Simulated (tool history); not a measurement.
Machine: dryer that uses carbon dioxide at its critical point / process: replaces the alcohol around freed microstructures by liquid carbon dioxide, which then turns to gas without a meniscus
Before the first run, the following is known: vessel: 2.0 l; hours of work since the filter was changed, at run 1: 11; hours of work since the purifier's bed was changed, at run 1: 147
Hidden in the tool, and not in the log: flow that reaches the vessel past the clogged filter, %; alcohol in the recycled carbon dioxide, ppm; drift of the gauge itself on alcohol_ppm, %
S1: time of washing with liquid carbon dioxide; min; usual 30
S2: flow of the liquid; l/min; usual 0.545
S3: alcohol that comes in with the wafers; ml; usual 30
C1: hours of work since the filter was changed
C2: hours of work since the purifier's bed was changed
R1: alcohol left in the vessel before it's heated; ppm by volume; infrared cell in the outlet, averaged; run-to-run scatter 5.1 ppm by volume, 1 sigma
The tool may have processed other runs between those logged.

run   hour  S1     S2  S3   C1   C2    R1
  1      0  30  0.545  30   11  147    82
  2   46.5  21  0.545  30   27  164   282
  3   97.3  21  0.545  30   45  181   309
  4  131.3  27  0.545  30   57  193   124
  5  169.7  31  0.545  30   70  207    91
  6  225.8  31  0.545  30   90  226    86
  7  255.4  31  0.545  30  100  237    89
  8  293.9  31  0.545  30  114  250    90
  9  342.1  31  0.545  55  131  267   144
 10  378.4  31  0.598  55  143  280   120
 11  421.1  31  0.598  55  158  295   126
 12    462  31  0.541  55  173  309   174
 13  517.6  29  0.545  30  192  329   149
 14  550.5  29  0.469  33  204  340   274
     594.3  -- inlet filter changed
 15  595.1  30  0.604  30    0  355    83
 16  625.3  27  0.414  61   11  366   615
 17  678.8  30  0.921  20   30  385    58
 18  727.9  21  0.487  69   47  402  1040
 19  769.1  22  0.487  69   61  416   901
 20    796  22  0.487  69   71  426   930
 21  851.6  27  0.419  69   90  445   807
 22  905.7  42  0.593  30  109  464    67
 23  949.3  25  0.549  49  124  479   342
 24  980.6  25  0.549  49  135  490   337

What differs in the tool's unlogged condition from the final listed run ahead of each entry between runs to the first listed run following it?
Logged between run 14 and run 15: inlet filter changed (hour 594.3)
  flow that reaches the vessel past the clogged filter, %: 87.9 -> 99.5; alcohol in the recycled carbon dioxide, ppm: 54.1 -> 56.4
  what was measured, less what the result would be without the hidden state, R1: +148 -> +53 ppm by volume

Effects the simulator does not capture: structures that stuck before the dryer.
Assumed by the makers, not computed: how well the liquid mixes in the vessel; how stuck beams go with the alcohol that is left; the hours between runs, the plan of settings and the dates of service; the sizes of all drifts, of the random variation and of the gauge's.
